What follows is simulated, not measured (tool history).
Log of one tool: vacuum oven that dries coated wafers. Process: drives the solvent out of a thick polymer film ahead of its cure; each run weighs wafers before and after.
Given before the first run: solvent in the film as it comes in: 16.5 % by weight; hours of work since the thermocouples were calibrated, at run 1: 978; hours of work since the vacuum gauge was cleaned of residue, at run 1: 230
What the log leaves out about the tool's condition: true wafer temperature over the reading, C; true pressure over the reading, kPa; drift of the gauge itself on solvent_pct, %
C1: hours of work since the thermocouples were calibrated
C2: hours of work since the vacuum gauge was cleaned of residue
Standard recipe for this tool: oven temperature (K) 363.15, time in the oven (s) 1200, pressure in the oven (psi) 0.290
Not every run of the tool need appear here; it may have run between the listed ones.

Run 1, day 0.000: usual settings; C1 978; C2 230. Result: solvent left in the film (%) 1.93.
Run 2, day 0.421: usual settings; C1 983; C2 235. Result: solvent left in the film (%) 1.88.
Run 3, day 0.858: usual settings; C1 989; C2 241. Result: solvent left in the film (%) 1.96.
Run 4, day 1.071: usual settings; C1 992; C2 244. Result: solvent left in the film (%) 1.88.
Run 5, day 1.567: usual settings; C1 998; C2 251. Result: solvent left in the film (%) 1.91.
Run 6, day 1.779: usual settings; C1 1001; C2 253. Result: solvent left in the film (%) 1.98.
Run 7, day 2.238: usual settings but oven temperature (K) 361.15; C1 1007; C2 259. Result: solvent left in the film (%) 2.37.
Run 8, day 2.654: usual settings but oven temperature (K) 377.15; C1 1013; C2 265. Result: solvent left in the film (%) 0.51.
Run 9, day 3.146: usual settings but oven temperature (K) 373.15; C1 1019; C2 271. Result: solvent left in the film (%) 0.74.
Run 10, day 3.567: usual settings; C1 1024; C2 277. Result: solvent left in the film (%) 1.91.
Run 11, day 4.062: usual settings; C1 1031; C2 283. Result: solvent left in the film (%) 1.90.
Run 12, day 4.533: usual settings but time in the oven (s) 1680; C1 1037; C2 289. Result: solvent left in the film (%) 1.27.
Run 13, day 4.971: usual settings but time in the oven (s) 1680; C1 1043; C2 295. Result: solvent left in the film (%) 1.28.
Run 14, day 5.242: usual settings but time in the oven (s) 1680; C1 1047; C2 299. Result: solvent left in the film (%) 1.17.
Run 15, day 5.588: usual settings but time in the oven (s) 1680; C1 1051; C2 303. Result: solvent left in the film (%) 1.20.
Run 16, day 6.075: usual settings but pressure in the oven (psi) 0.754; C1 1057; C2 310. Result: solvent left in the film (%) 3.05.
Run 17, day 6.417: usual settings but pressure in the oven (psi) 0.754; C1 1062; C2 314. Result: solvent left in the film (%) 3.09.
Run 18, day 6.721: usual settings but pressure in the oven (psi) 0.754; C1 1066; C2 318. Result: solvent left in the film (%) 3.11.
Run 19, day 7.000: usual settings but pressure in the oven (psi) 0.754; C1 1070; C2 322. Result: solvent left in the film (%) 3.06.
Run 20, day 7.412: usual settings but time in the oven (s) 720; C1 1075; C2 327. Result: solvent left in the film (%) 3.79.
Run 21, day 7.792: usual settings but time in the oven (s) 720; C1 1080; C2 332. Result: solvent left in the film (%) 3.76.
Run 22, day 8.083: usual settings but oven temperature (K) 368.15, time in the oven (s) 1800, pressure in the oven (psi) 0.219; C1 1084; C2 336. Result: solvent left in the film (%) 0.62.
Run 23, day 8.342: usual settings but oven temperature (K) 364.15; C1 1087; C2 339. Result: solvent left in the film (%) 1.69.
Run 24, day 8.662: usual settings but oven temperature (K) 364.15; C1 1091; C2 344. Result: solvent left in the film (%) 1.75.
Run 25, day 8.933: usual settings but oven temperature (K) 364.15; C1 1095; C2 347. Result: solvent left in the film (%) 1.66.
Run 26, day 9.300: usual settings but oven temperature (K) 348.15, time in the oven (s) 660, pressure in the oven (psi) 0.212; C1 1100; C2 352. Result: solvent left in the film (%) 8.71.
Run 27, day 9.546: usual settings but time in the oven (s) 900, pressure in the oven (psi) 0.297; C1 1103; C2 355. Result: solvent left in the film (%) 2.82.
Run 28, day 9.912: usual settings but pressure in the oven (psi) 0.277; C1 1108; C2 360. Result: solvent left in the film (%) 1.90.
Run 29, day 10.242: usual settings but time in the oven (s) 960; C1 1112; C2 364. Result: solvent left in the film (%) 2.64.
Run 30, day 10.575: usual settings but oven temperature (K) 370.15; C1 1116; C2 369. Result: solvent left in the film (%) 0.91.
Run 31, day 11.008: usual settings but oven temperature (K) 357.15, pressure in the oven (psi) 0.743; C1 1122; C2 374. Result: solvent left in the film (%) 4.60.
Run 32, day 11.217: usual settings but oven temperature (K) 370.15, time in the oven (s) 2100, pressure in the oven (psi) 0.155; C1 1125; C2 377. Result: solvent left in the film (%) 0.34.
Run 33, day 11.604: usual settings but oven temperature (K) 369.15, time in the oven (s) 1380, pressure in the oven (psi) 0.273; C1 1130; C2 382. Result: solvent left in the film (%) 0.87.
Run 34, day 11.842: usual settings but time in the oven (s) 780, pressure in the oven (psi) 0.184; C1 1133; C2 385. Result: solvent left in the film (%) 3.03.
Run 35, day 12.192: usual settings but time in the oven (s) 780, pressure in the oven (psi) 0.184; C1 1138; C2 390. Result: solvent left in the film (%) 3.20.
Run 36, day 12.479: usual settings but time in the oven (s) 1560, pressure in the oven (psi) 0.263; C1 1141; C2 394. Result: solvent left in the film (%) 1.21.
Run 37, day 12.975: usual settings but oven temperature (K) 374.15, time in the oven (s) 1560, pressure in the oven (psi) 0.263; C1 1148; C2 400. Result: solvent left in the film (%) 0.50.
Run 38, day 13.417: usual settings but oven temperature (K) 361.15, pressure in the oven (psi) 0.234; C1 1154; C2 406. Result: solvent left in the film (%) 2.07.
Run 39, day 13.779: usual settings but oven temperature (K) 364.15, time in the oven (s) 780, pressure in the oven (psi) 0.397; C1 1159; C2 411. Result: solvent left in the film (%) 3.32.
Run 40, day 14.171: usual settings but time in the oven (s) 2160; C1 1164; C2 416. Result: solvent left in the film (%) 0.96.
Run 41, day 14.379: usual settings but pressure in the oven (psi) 0.223; C1 1166; C2 419. Result: solvent left in the film (%) 1.65.
Run 42, day 14.596: usual settings but oven temperature (K) 373.15, time in the oven (s) 780, pressure in the oven (psi) 0.164; C1 1169; C2 421. Result: solvent left in the film (%) 1.01.

Alternative continuations, all from the tool just after run 42; predict every row:
Run A, day 15.096: usual settings but oven temperature (K) 370.15, time in the oven (s) 780, pressure in the oven (psi) 0.657; C1 1176; C2 428. Result: solvent left in the film (%) ?.
Run B, day 15.096: usual settings but oven temperature (K) 373.15, time in the oven (s) 1740, pressure in the oven (psi) 0.164; C1 1176; C2 428. Result: solvent left in the film (%) ?.
Run C, day 15.096: usual settings but oven temperature (K) 373.15, pressure in the oven (psi) 0.289; C1 1176; C2 428. Result: solvent left in the film (%) ?.

run  solvent left in the film (%)
  A                          2.39
  B                          0.34
  C                          0.72
Without the tool's hidden state the same runs would have given:
run  solvent left in the film (%)
  A                          3.02
  B                          0.39
  C                          0.90
